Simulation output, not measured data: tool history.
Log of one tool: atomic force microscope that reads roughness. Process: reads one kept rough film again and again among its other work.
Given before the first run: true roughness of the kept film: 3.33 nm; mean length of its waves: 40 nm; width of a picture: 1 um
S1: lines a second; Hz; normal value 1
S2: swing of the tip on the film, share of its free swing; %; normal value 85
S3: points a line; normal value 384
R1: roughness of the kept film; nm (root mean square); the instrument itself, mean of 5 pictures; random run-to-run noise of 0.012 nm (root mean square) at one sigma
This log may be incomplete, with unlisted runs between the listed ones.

run 1 day=0 | S1=1 S2=85 S3=384 | R1=2.799
run 2 day=0.733 | S1=0.96 S2=85 S3=384 | R1=2.753
-- day=0.938 new tip fitted
run 3 day=2.308 | S1=1 S2=85 S3=384 | R1=2.745
-- day=2.912 new tip fitted
run 4 day=3.517 | S1=0.66 S2=85 S3=384 | R1=2.876
-- day=4.825 new tip fitted
run 5 day=5.196 | S1=0.66 S2=85 S3=384 | R1=2.903
run 6 day=6.488 | S1=0.66 S2=85 S3=384 | R1=2.727
-- day=6.742 new tip fitted
run 7 day=8.138 | S1=1 S2=85 S3=384 | R1=2.739
-- day=8.629 new tip fitted
run 8 day=9.967 | S1=1 S2=85 S3=384 | R1=2.774
-- day=10.675 new tip fitted
run 9 day=10.988 | S1=0.82 S2=85 S3=384 | R1=2.917
-- day=12.675 new tip fitted
run 10 day=12.7 | S1=2.01 S2=66 S3=765 | R1=2.932

Run 11 has not been measured yet. What should we expect?
run 11 day=13.917 | S1=1.37 S2=63 S3=435 | R1=?

{"run 11": {"R1": 2.836}}
Without the tool's hidden state the same run would have given R1 3.011 nm (root mean square).

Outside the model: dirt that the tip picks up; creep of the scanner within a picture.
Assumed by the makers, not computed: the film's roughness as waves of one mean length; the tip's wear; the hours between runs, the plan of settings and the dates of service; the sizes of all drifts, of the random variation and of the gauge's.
